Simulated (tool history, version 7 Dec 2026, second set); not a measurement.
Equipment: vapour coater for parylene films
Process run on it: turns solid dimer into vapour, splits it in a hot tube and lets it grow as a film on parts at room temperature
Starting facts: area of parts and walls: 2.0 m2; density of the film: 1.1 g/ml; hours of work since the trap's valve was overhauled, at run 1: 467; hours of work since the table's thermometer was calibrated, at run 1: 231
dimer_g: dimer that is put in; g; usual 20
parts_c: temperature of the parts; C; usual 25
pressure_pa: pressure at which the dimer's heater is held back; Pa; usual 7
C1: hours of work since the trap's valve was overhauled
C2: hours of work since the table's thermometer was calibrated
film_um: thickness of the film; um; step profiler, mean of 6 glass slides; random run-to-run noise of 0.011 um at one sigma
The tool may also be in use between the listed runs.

{"run": 1, "day": 0.0, "dimer_g": 20, "parts_c": 25, "pressure_pa": 7, "C1": 467, "C2": 231, "film_um": 5.5}
{"run": 2, "day": 1.317, "dimer_g": 20, "parts_c": 25, "pressure_pa": 7, "C1": 480, "C2": 245, "film_um": 5.51}
{"run": 3, "day": 2.271, "dimer_g": 20, "parts_c": 25, "pressure_pa": 2.37, "C1": 490, "C2": 255, "film_um": 6.11}
{"run": 4, "day": 3.875, "dimer_g": 20, "parts_c": 25, "pressure_pa": 7, "C1": 506, "C2": 271, "film_um": 5.51}
{"day": 4.508, "done": "trap's valve overhauled"}
{"run": 5, "day": 5.471, "dimer_g": 10, "parts_c": 25, "pressure_pa": 7, "C1": 10, "C2": 285, "film_um": 2.75}
{"run": 6, "day": 6.754, "dimer_g": 11, "parts_c": 25, "pressure_pa": 7, "C1": 23, "C2": 298, "film_um": 3.04}
{"run": 7, "day": 7.604, "dimer_g": 11, "parts_c": 25, "pressure_pa": 7, "C1": 31, "C2": 307, "film_um": 3.04}
{"run": 8, "day": 8.812, "dimer_g": 11, "parts_c": 25, "pressure_pa": 7, "C1": 44, "C2": 319, "film_um": 3.05}
{"run": 9, "day": 9.621, "dimer_g": 33, "parts_c": 18, "pressure_pa": 7.97, "C1": 52, "C2": 328, "film_um": 11.77}
{"run": 10, "day": 10.892, "dimer_g": 33, "parts_c": 18, "pressure_pa": 7.97, "C1": 65, "C2": 340, "film_um": 11.74}
{"run": 11, "day": 12.117, "dimer_g": 33, "parts_c": 18, "pressure_pa": 7.97, "C1": 77, "C2": 353, "film_um": 11.75}
{"run": 12, "day": 13.054, "dimer_g": 33, "parts_c": 18, "pressure_pa": 7.97, "C1": 87, "C2": 362, "film_um": 11.76}
{"run": 13, "day": 14.396, "dimer_g": 33, "parts_c": 18, "pressure_pa": 7.97, "C1": 100, "C2": 376, "film_um": 11.77}
{"run": 14, "day": 15.408, "dimer_g": 17, "parts_c": 29, "pressure_pa": 7.4, "C1": 111, "C2": 386, "film_um": 4.03}
{"run": 15, "day": 16.888, "dimer_g": 17, "parts_c": 29, "pressure_pa": 7.4, "C1": 126, "C2": 401, "film_um": 4.02}

Had the tool no unlogged condition, and each run kept its random variation, what would the results have been?
Hidden state present: vapour lost through the trap's worn valve, %; true temperature of the parts over the reading, C; drift of the gauge itself on film_um, %.
run=1 film_um=5.51
run=2 film_um=5.51
run=3 film_um=6.12
run=4 film_um=5.51
run=5 film_um=2.75
run=6 film_um=3.03
run=7 film_um=3.03
run=8 film_um=3.03
run=9 film_um=11.72
run=10 film_um=11.69
run=11 film_um=11.69
run=12 film_um=11.69
run=13 film_um=11.69
run=14 film_um=4
run=15 film_um=3.99
